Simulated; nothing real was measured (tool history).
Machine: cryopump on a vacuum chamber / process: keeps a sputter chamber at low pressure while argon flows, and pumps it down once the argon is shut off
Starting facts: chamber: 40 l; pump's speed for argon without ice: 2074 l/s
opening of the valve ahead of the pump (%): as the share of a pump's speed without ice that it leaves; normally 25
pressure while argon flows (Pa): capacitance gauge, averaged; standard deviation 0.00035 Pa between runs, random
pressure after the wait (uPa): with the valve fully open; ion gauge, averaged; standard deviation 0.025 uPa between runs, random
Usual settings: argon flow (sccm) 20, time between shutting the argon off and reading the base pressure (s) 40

run,day,argon flow (sccm),time between shutting the argon off and reading the base pressure (s),opening of the valve ahead of the pump (%),pressure while argon flows (Pa),pressure after the wait (uPa)
1,0.000,20,40,25,0.0661,2.02
2,1.075,20,40,16,0.1026,1.95
3,1.933,20,40,25,0.0663,2.02
4,2.925,20,40,25,0.0655,2.06
5,3.454,20,40,25,0.0659,2.07
6,3.929,20,40,25,0.0664,2.11
7,4.483,20,40,25,0.0659,2.13
8,5.096,20,40,25,0.0661,2.11
9,6.050,20,38,25,0.0662,2.12
10,7.067,20,38,25,0.0665,2.21
11,7.675,20,38,25,0.0667,2.22
12,8.321,20,38,25,0.0672,2.28
13,9.129,20,40,25,0.0668,2.19
14,9.654,20,40,25,0.0668,2.23
15,10.179,20,40,25,0.0670,2.23
16,11.183,20,40,25,0.0672,2.24
17,12.225,20,40,39,0.0435,2.28
18,12.775,20,40,18,0.0925,2.33
19,13.483,36,45,44,0.0705,2.23
20,14.038,20,24,45,0.0382,2.85
21,14.575,25,24,45,0.0479,2.96
22,15.588,20,132,25,0.0676,1.82
23,16.662,8,40,34,0.0199,2.48
24,17.350,8,40,34,0.0199,2.41
25,18.108,36,40,25,0.1224,2.42
26,19.171,20,255,25,0.0677,1.72
# day 19.696: pump warmed up, emptied and cooled again
27,20.071,20,255,25,0.0654,1.61
28,20.658,20,56,25,0.0657,2.12
29,21.188,32,41,25,0.1048,2.26
30,21.717,13,181,19,0.0553,1.74
31,22.350,13,181,19,0.0560,1.71
32,23.358,22,121,19,0.0955,1.83
33,24.188,20,40,54,0.0307,2.45
34,24.992,20,40,54,0.0305,2.50

4 ways to go on from here, each from the tool as it stands after run 34. What would each give?
A,25.617,16,21,16,?,?
B,25.617,40,199,54,?,?
C,25.617,20,110,49,?,?
D,25.617,10,40,34,?,?

run,pressure while argon flows (Pa),pressure after the wait (uPa)
A,0.0823,3.28
B,0.0614,1.80
C,0.0345,1.89
D,0.0246,2.41
Had the tool no hidden state, the same runs would have come out as:
run,pressure while argon flows (Pa),pressure after the wait (uPa)
A,0.0817,1.82
B,0.0600,0.33
C,0.0338,0.44
D,0.0242,0.97

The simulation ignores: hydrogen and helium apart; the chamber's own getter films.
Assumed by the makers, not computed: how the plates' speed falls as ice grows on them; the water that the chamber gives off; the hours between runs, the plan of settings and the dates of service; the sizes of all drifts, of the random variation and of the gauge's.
